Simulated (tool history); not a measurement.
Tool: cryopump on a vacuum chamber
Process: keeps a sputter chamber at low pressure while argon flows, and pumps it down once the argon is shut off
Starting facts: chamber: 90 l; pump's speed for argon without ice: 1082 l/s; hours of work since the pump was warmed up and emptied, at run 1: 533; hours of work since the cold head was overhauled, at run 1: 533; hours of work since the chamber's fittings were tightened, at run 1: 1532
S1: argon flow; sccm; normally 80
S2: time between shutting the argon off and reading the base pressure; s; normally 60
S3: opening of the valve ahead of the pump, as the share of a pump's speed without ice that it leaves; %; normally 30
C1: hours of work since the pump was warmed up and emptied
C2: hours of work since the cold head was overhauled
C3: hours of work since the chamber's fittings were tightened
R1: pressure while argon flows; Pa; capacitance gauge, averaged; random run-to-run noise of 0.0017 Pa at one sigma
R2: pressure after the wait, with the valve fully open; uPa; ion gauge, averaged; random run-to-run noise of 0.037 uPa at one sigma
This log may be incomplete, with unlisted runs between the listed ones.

{"run": 1, "hour": 0.0, "S1": 80, "S2": 60, "S3": 30, "C1": 533, "C2": 533, "C3": 1532, "R1": 0.4581, "R2": 3.07}
{"run": 2, "hour": 76.2, "S1": 80, "S2": 60, "S3": 30, "C1": 596, "C2": 596, "C3": 1596, "R1": 0.4616, "R2": 3.23}
{"hour": 161.6, "done": "pump warmed up, emptied and cooled again"}
{"run": 3, "hour": 168.6, "S1": 80, "S2": 60, "S3": 30, "C1": 6, "C2": 669, "C3": 1668, "R1": 0.4187, "R2": 2.79}
{"run": 4, "hour": 283.9, "S1": 80, "S2": 60, "S3": 30, "C1": 102, "C2": 765, "C3": 1764, "R1": 0.4271, "R2": 2.86}
{"run": 5, "hour": 362.6, "S1": 47, "S2": 60, "S3": 30, "C1": 167, "C2": 830, "C3": 1830, "R1": 0.2514, "R2": 2.99}
{"run": 6, "hour": 428.9, "S1": 47, "S2": 60, "S3": 60, "C1": 222, "C2": 886, "C3": 1885, "R1": 0.1347, "R2": 3.15}
{"run": 7, "hour": 493.0, "S1": 80, "S2": 28, "S3": 30, "C1": 276, "C2": 939, "C3": 1938, "R1": 0.4411, "R2": 5.29}
{"run": 8, "hour": 591.5, "S1": 80, "S2": 60, "S3": 56, "C1": 358, "C2": 1021, "C3": 2020, "R1": 0.2547, "R2": 3.24}
{"run": 9, "hour": 645.0, "S1": 80, "S2": 60, "S3": 56, "C1": 402, "C2": 1065, "C3": 2065, "R1": 0.2591, "R2": 3.36}
{"run": 10, "hour": 700.8, "S1": 80, "S2": 60, "S3": 30, "C1": 449, "C2": 1112, "C3": 2111, "R1": 0.4553, "R2": 3.36}
{"run": 11, "hour": 801.2, "S1": 80, "S2": 60, "S3": 30, "C1": 532, "C2": 1195, "C3": 2195, "R1": 0.4622, "R2": 3.47}
{"run": 12, "hour": 917.4, "S1": 80, "S2": 60, "S3": 30, "C1": 629, "C2": 1292, "C3": 2292, "R1": 0.4771, "R2": 3.72}
{"hour": 957.1, "done": "pump warmed up, emptied and cooled again"}
{"run": 13, "hour": 985.9, "S1": 80, "S2": 60, "S3": 30, "C1": 24, "C2": 1345, "C3": 2345, "R1": 0.4208, "R2": 3.16}
{"run": 14, "hour": 1068.9, "S1": 80, "S2": 60, "S3": 30, "C1": 93, "C2": 1414, "C3": 2414, "R1": 0.4243, "R2": 3.26}
{"run": 15, "hour": 1161.3, "S1": 80, "S2": 60, "S3": 30, "C1": 170, "C2": 1491, "C3": 2491, "R1": 0.4306, "R2": 3.38}
{"run": 16, "hour": 1246.9, "S1": 80, "S2": 60, "S3": 30, "C1": 241, "C2": 1562, "C3": 2562, "R1": 0.4392, "R2": 3.45}
{"run": 17, "hour": 1348.9, "S1": 80, "S2": 60, "S3": 30, "C1": 326, "C2": 1647, "C3": 2647, "R1": 0.4449, "R2": 3.49}
{"run": 18, "hour": 1460.2, "S1": 80, "S2": 93, "S3": 30, "C1": 419, "C2": 1740, "C3": 2739, "R1": 0.4524, "R2": 3}
{"run": 19, "hour": 1554.5, "S1": 80, "S2": 93, "S3": 17, "C1": 497, "C2": 1818, "C3": 2818, "R1": 0.7853, "R2": 3.27}
{"run": 20, "hour": 1606.3, "S1": 80, "S2": 288, "S3": 54, "C1": 540, "C2": 1862, "C3": 2861, "R1": 0.2801, "R2": 2.62}
{"run": 21, "hour": 1707.7, "S1": 58, "S2": 267, "S3": 30, "C1": 625, "C2": 1946, "C3": 2945, "R1": 0.3476, "R2": 2.79}
{"hour": 1754.9, "done": "pump warmed up, emptied and cooled again"}
{"run": 22, "hour": 1797.7, "S1": 99, "S2": 267, "S3": 30, "C1": 36, "C2": 2017, "C3": 3016, "R1": 0.5202, "R2": 2.03}
{"run": 23, "hour": 1877.6, "S1": 99, "S2": 267, "S3": 30, "C1": 102, "C2": 2083, "C3": 3083, "R1": 0.5275, "R2": 2.19}
{"run": 24, "hour": 1938.4, "S1": 99, "S2": 267, "S3": 30, "C1": 153, "C2": 2134, "C3": 3133, "R1": 0.5314, "R2": 2.24}
{"run": 25, "hour": 2020.5, "S1": 99, "S2": 267, "S3": 30, "C1": 221, "C2": 2202, "C3": 3202, "R1": 0.5386, "R2": 2.3}
{"run": 26, "hour": 2113.2, "S1": 80, "S2": 29, "S3": 34, "C1": 298, "C2": 2279, "C3": 3279, "R1": 0.3927, "R2": 5.78}
{"run": 27, "hour": 2201.4, "S1": 80, "S2": 29, "S3": 34, "C1": 372, "C2": 2353, "C3": 3352, "R1": 0.3987, "R2": 6.01}
{"run": 28, "hour": 2284.7, "S1": 55, "S2": 163, "S3": 57, "C1": 441, "C2": 2422, "C3": 3422, "R1": 0.1789, "R2": 3}
{"run": 29, "hour": 2400.5, "S1": 71, "S2": 60, "S3": 30, "C1": 537, "C2": 2518, "C3": 3518, "R1": 0.414, "R2": 4.39}
{"run": 30, "hour": 2469.3, "S1": 103, "S2": 137, "S3": 33, "C1": 595, "C2": 2576, "C3": 3575, "R1": 0.5635, "R2": 3.46}
{"run": 31, "hour": 2542.5, "S1": 124, "S2": 38, "S3": 19, "C1": 656, "C2": 2637, "C3": 3636, "R1": 1.1293, "R2": 5.79}
{"hour": 2559.2, "done": "pump warmed up, emptied and cooled again"}
{"hour": 2668.9, "done": "leaking fittings of the chamber tightened, without venting"}
{"run": 32, "hour": 2673.6, "S1": 124, "S2": 38, "S3": 20, "C1": 94, "C2": 2740, "C3": 4, "R1": 0.9857, "R2": 3.2}
{"run": 33, "hour": 2766.7, "S1": 104, "S2": 38, "S3": 31, "C1": 171, "C2": 2817, "C3": 81, "R1": 0.5423, "R2": 3.21}

Describe how what the log doesn't record of the tool's condition differs between the last listed run preceding each entry between runs and the first listed run following it.
Runs 2 to 3: pump warmed up, emptied and cooled again (hour 161.6)
  pump's speed, % of a pump's without ice: 73.3 -> 99.6; cold plate's temperature, K: 12.44 -> 12.47; leak into the chamber, uPa l/s: 1058 -> 1091
  measured result minus the result with no hidden state, R1: +0.0469 -> +0.0016 Pa; R2: +1.08 -> +0.73 uPa
Runs 12 to 13: pump warmed up, emptied and cooled again (hour 957.1)
  pump's speed, % of a pump's without ice: 68.4 -> 98.3; cold plate's temperature, K: 12.67 -> 12.69; leak into the chamber, uPa l/s: 1379 -> 1404
  measured result minus the result with no hidden state, R1: +0.0604 -> +0.0039 Pa; R2: +1.61 -> +1.06 uPa
Runs 21 to 22: pump warmed up, emptied and cooled again (hour 1754.9)
  pump's speed, % of a pump's without ice: 68.4 -> 97.6; cold plate's temperature, K: 12.88 -> 12.9; leak into the chamber, uPa l/s: 1680 -> 1715
  measured result minus the result with no hidden state, R1: +0.0443 -> +0.0066 Pa; R2: +2.08 -> +1.35 uPa
Runs 31 to 32: pump warmed up, emptied and cooled again (hour 2559.2); leaking fittings of the chamber tightened, without venting (hour 2668.9)
  pump's speed, % of a pump's without ice: 66.3 -> 95.6; cold plate's temperature, K: 13.11 -> 13.14; leak into the chamber, uPa l/s: 2013 -> 324
  measured result minus the result with no hidden state, R1: +0.1056 -> +0.0137 Pa; R2: +2.6 -> +0.04 uPa
